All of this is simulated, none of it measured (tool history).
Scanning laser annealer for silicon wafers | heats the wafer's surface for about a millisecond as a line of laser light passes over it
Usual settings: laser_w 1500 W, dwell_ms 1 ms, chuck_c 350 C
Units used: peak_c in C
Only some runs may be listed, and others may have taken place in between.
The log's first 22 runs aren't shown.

run   hour  laser_w  dwell_ms  chuck_c  hours of work since the window was cleaned  hours of work since the power meter was calibrated  hours of work since the optics were aligned  peak_c
 23  242.7     1596       0.9      311                                         505                                                 369                                          357    1111
 24  252.7     1282      1.08      350                                         512                                                 376                                          364    1065
 25  264.8     1500         1      336                                         521                                                 384                                          373    1134
 26  272.7     1465       0.8      376                                         526                                                 390                                          379    1060
 27  282.9     1384      1.18      363                                         534                                                 397                                          386    1176
 28  292.7     1418      0.84      350                                         541                                                 404                                          393    1033
 29  307.5     1418      0.84      369                                         551                                                 415                                          403    1052
 30  323.1     1418      0.84      369                                         562                                                 426                                          414    1050
 31  338.5     1516      1.17      343                                         573                                                 436                                          425    1231
 32  354.1     1516      0.98      312                                         584                                                 447                                          436    1110
 33  364.1     1516      0.98      312                                         591                                                 455                                          443    1109
 34  379.4     1516      0.98      312                                         602                                                 465                                          454    1107
 35  387.7     1383         1      310                                         608                                                 471                                          460    1047
 36  400.2     1383         1      310                                         616                                                 480                                          469    1046

Forecast each of these 4 alternatives for the next run:
  A  407.3     1500      0.82      350                                         621                                                 485                                          474       ?
  B  407.3     1585         1      335                                         621                                                 485                                          474       ?
  C  407.3     1524      1.02      329                                         621                                                 485                                          474       ?
  D  407.3     1520       0.8      332                                         621                                                 485                                          474       ?

run  peak_c
  A    1060
  B    1181
  C    1150
  D    1042
With the hidden condition removed and each run's random variation left untouched, the same runs would have given:
run  peak_c
  A    1061
  B    1182
  C    1151
  D    1043

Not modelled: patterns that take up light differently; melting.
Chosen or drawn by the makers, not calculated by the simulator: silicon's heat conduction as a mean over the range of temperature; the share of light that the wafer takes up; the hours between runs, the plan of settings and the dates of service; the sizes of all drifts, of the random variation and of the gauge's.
